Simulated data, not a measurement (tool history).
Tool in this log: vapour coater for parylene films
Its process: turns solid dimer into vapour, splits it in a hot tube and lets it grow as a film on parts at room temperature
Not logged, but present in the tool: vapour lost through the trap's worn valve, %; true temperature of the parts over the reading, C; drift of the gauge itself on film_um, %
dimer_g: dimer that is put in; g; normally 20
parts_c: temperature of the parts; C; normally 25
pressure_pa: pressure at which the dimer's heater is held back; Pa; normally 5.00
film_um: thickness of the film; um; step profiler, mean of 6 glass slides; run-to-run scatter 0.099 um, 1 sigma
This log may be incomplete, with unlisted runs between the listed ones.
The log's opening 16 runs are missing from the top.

run,hour,dimer_g,parts_c,pressure_pa,hours of work since the trap's valve was overhauled,hours of work since the table's thermometer was calibrated,film_um
17,259.9,20,21,5.00,556,312,16.78
18,274.2,20,21,5.00,563,319,16.64
19,291.0,20,21,5.00,571,328,16.69
20,307.4,20,25,2.89,579,335,14.95
21,328.6,24,25,2.89,589,346,17.78
22,349.9,20,25,2.89,600,356,14.87
23,366.5,20,32,5.00,608,364,10.35
24,382.2,20,32,5.00,615,372,10.44

Estimate the outcome of run 25 from the log above:
25,403.5,20,32,5.00,626,382,?

Run 25 gave film_um 10.23 um.
Minus the tool's unlogged condition, the same run would have read film_um 11.78 um.
